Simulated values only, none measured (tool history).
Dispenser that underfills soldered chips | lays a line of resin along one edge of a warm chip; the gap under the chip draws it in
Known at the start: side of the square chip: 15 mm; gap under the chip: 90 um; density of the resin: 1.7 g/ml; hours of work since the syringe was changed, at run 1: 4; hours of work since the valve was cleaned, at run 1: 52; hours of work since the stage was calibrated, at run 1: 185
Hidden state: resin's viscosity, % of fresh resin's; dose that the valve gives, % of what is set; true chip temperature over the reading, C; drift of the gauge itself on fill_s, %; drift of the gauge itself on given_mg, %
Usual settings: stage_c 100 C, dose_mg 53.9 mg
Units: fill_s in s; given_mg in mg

run	hour	stage_c	dose_mg	hours of work since the syringe was changed	hours of work since the valve was cleaned	hours of work since the stage was calibrated	fill_s	given_mg
1	0.0	100	53.9	4	52	185	153.4	52.09
2	5.4	97	53.9	8	56	189	202.6	52.27
# hour 9.6: new syringe of resin
3	9.8	97	53.9	0	58	191	154.3	52.19
4	12.8	97	53.9	2	60	193	164.8	51.84
5	18.1	97	53.9	6	64	197	193.1	52.17
# hour 21.4: dispensing valve cleaned and set on the balance
6	23.2	100	53.9	8	1	200	190.0	53.60
# hour 26.5: new syringe of resin
7	26.9	100	53.9	0	3	202	131.1	53.80
8	31.2	100	53.9	3	6	205	150.9	53.77
9	34.9	100	53.9	6	9	207	161.4	53.21
10	39.7	100	53.9	9	12	210	186.8	53.59
# hour 42.7: new syringe of resin
11	43.9	100	53.9	1	14	213	135.8	53.50
12	47.0	98	64.6	3	16	215	156.0	64.10
13	52.7	98	64.6	7	20	219	178.3	63.74
14	57.2	99	47.4	10	23	222	207.1	46.85
# hour 58.4: new syringe of resin
15	60.9	93	47.1	2	25	224	191.6	46.15
16	65.1	97	50.3	4	28	227	171.8	49.49
17	70.4	105	66.6	8	32	230	140.2	65.73
18	73.7	105	66.6	10	34	232	150.5	64.98
# hour 74.4: new syringe of resin
19	79.2	95	65.0	3	37	236	181.2	63.28
20	84.5	112	57.0	7	41	239	100.2	55.81
# hour 90.1: new syringe of resin
21	91.5	88	48.9	1	45	244	240.5	47.77
22	98.2	88	48.9	5	50	248	280.5	47.38

Forecast each of these 4 alternatives for the next run:
A	103.1	89	65.6	9	53	251	?	?
B	103.1	101	53.9	9	53	251	?	?
C	103.1	100	52.1	9	53	251	?	?
D	103.1	100	57.1	9	53	251	?	?

run	fill_s	given_mg
A	297.0	63.75
B	177.1	52.07
C	183.9	50.68
D	182.9	55.70
Without the tool's hidden state the same runs would have given:
run	fill_s	given_mg
A	228.3	65.95
B	134.8	53.86
C	139.8	52.43
D	139.5	57.62
